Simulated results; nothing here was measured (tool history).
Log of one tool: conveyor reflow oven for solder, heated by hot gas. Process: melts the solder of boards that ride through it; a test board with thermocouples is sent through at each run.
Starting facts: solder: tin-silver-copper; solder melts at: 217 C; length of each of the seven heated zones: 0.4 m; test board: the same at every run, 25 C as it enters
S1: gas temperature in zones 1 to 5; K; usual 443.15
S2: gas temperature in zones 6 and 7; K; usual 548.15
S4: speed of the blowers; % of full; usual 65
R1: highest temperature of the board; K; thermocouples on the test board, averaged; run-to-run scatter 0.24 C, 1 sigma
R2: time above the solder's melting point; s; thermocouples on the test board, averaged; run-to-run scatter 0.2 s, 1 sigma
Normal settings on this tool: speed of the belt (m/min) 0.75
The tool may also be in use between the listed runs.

run 1 day=0 | S1=443.15 S2=548.15 speed_of_the_belt_(m/min)=0.75 S4=65 | R1=521.45 R2=42.5
run 2 day=0.629 | S1=443.15 S2=548.15 speed_of_the_belt_(m/min)=0.658 S4=65 | R1=526.65 R2=53.7
run 3 day=0.9 | S1=443.15 S2=548.15 speed_of_the_belt_(m/min)=0.818 S4=65 | R1=516.75 R2=35.2
run 4 day=1.446 | S1=443.15 S2=548.15 speed_of_the_belt_(m/min)=0.818 S4=65 | R1=517.45 R2=35
-- day=1.821 flux residue cleaned out of gas plates and filters
run 5 day=2.192 | S1=443.15 S2=548.15 speed_of_the_belt_(m/min)=0.818 S4=65 | R1=519.95 R2=38.2
run 6 day=2.475 | S1=443.15 S2=548.15 speed_of_the_belt_(m/min)=0.818 S4=65 | R1=520.45 R2=37.9
run 7 day=2.833 | S1=443.15 S2=548.15 speed_of_the_belt_(m/min)=0.818 S4=65 | R1=520.65 R2=38
run 8 day=3.438 | S1=443.15 S2=548.15 speed_of_the_belt_(m/min)=0.75 S4=65 | R1=523.45 R2=44.7
run 9 day=3.979 | S1=443.15 S2=548.15 speed_of_the_belt_(m/min)=0.75 S4=65 | R1=523.85 R2=44.9
run 10 day=4.558 | S1=443.15 S2=548.15 speed_of_the_belt_(m/min)=0.75 S4=65 | R1=523.35 R2=44.5
run 11 day=4.883 | S1=443.15 S2=548.15 speed_of_the_belt_(m/min)=0.75 S4=65 | R1=523.05 R2=44.1
run 12 day=5.412 | S1=443.15 S2=548.15 speed_of_the_belt_(m/min)=0.75 S4=65 | R1=523.15 R2=44.4
run 13 day=5.833 | S1=443.15 S2=548.15 speed_of_the_belt_(m/min)=0.684 S4=65 | R1=527.45 R2=51.8
run 14 day=6.475 | S1=443.15 S2=548.15 speed_of_the_belt_(m/min)=0.75 S4=75 | R1=526.85 R2=47.4
run 15 day=6.975 | S1=443.15 S2=548.15 speed_of_the_belt_(m/min)=0.75 S4=75 | R1=526.95 R2=47.7
run 16 day=7.367 | S1=450.15 S2=548.15 speed_of_the_belt_(m/min)=0.75 S4=75 | R1=528.25 R2=50.3
run 17 day=7.954 | S1=450.15 S2=548.15 speed_of_the_belt_(m/min)=0.75 S4=75 | R1=528.55 R2=50.3
run 18 day=8.346 | S1=450.15 S2=548.15 speed_of_the_belt_(m/min)=0.75 S4=75 | R1=528.05 R2=50.2
run 19 day=8.625 | S1=453.15 S2=548.15 speed_of_the_belt_(m/min)=0.75 S4=75 | R1=529.05 R2=51.2
run 20 day=8.996 | S1=439.15 S2=548.15 speed_of_the_belt_(m/min)=0.803 S4=70 | R1=521.05 R2=38.7
-- day=9.208 belt drive overhauled, speed set with a stopwatch
run 21 day=9.746 | S1=443.15 S2=548.15 speed_of_the_belt_(m/min)=0.818 S4=59 | R1=516.15 R2=34.4
run 22 day=10.196 | S1=443.15 S2=539.15 speed_of_the_belt_(m/min)=0.818 S4=59 | R1=509.35 R2=28.2
run 23 day=10.479 | S1=443.15 S2=539.15 speed_of_the_belt_(m/min)=0.818 S4=59 | R1=509.35 R2=28.3
run 24 day=10.875 | S1=444.15 S2=539.15 speed_of_the_belt_(m/min)=0.854 S4=51 | R1=502.85 R2=18.9
run 25 day=11.262 | S1=444.15 S2=539.15 speed_of_the_belt_(m/min)=0.854 S4=51 | R1=502.55 R2=19
run 26 day=11.846 | S1=443.15 S2=548.15 speed_of_the_belt_(m/min)=0.898 S4=68 | R1=515.55 R2=30.9
run 27 day=12.442 | S1=456.15 S2=548.15 speed_of_the_belt_(m/min)=0.716 S4=68 | R1=528.35 R2=55
-- day=12.754 belt drive overhauled, speed set with a stopwatch, once more
run 28 day=13.125 | S1=443.15 S2=548.15 speed_of_the_belt_(m/min)=0.75 S4=53 | R1=515.45 R2=36.2
run 29 day=13.467 | S1=454.15 S2=548.15 speed_of_the_belt_(m/min)=0.614 S4=53 | R1=526.95 R2=60.7
run 30 day=13.942 | S1=439.15 S2=548.15 speed_of_the_belt_(m/min)=0.791 S4=65 | R1=517.95 R2=35.7

Consider 5 possible next runs. They are alternatives, not a sequence: every one starts from the tool as it was left by run 30. What does each give?
run A day=14.258 | S1=456.15 S2=548.15 speed_of_the_belt_(m/min)=0.791 S4=65 | R1=? R2=?
run B day=14.258 | S1=443.15 S2=548.15 speed_of_the_belt_(m/min)=0.706 S4=57 | R1=? R2=?
run C day=14.258 | S1=444.15 S2=563.15 speed_of_the_belt_(m/min)=0.791 S4=76 | R1=? R2=?
run D day=14.258 | S1=439.15 S2=541.15 speed_of_the_belt_(m/min)=0.828 S4=65 | R1=? R2=?
run E day=14.258 | S1=428.15 S2=548.15 speed_of_the_belt_(m/min)=0.834 S4=65 | R1=? R2=?

run=A R1=522.25 R2=44.1
run=B R1=520.05 R2=44.4
run=C R1=536.15 R2=48.9
run=D R1=510.45 R2=28.2
run=E R1=512.55 R2=27.2
With the hidden condition removed and each run's random variation left untouched, the same runs would have given:
run=A R1=524.95 R2=46.1
run=B R1=522.55 R2=46.6
run=C R1=539.35 R2=50.5
run=D R1=513.35 R2=31.1
run=E R1=515.75 R2=30

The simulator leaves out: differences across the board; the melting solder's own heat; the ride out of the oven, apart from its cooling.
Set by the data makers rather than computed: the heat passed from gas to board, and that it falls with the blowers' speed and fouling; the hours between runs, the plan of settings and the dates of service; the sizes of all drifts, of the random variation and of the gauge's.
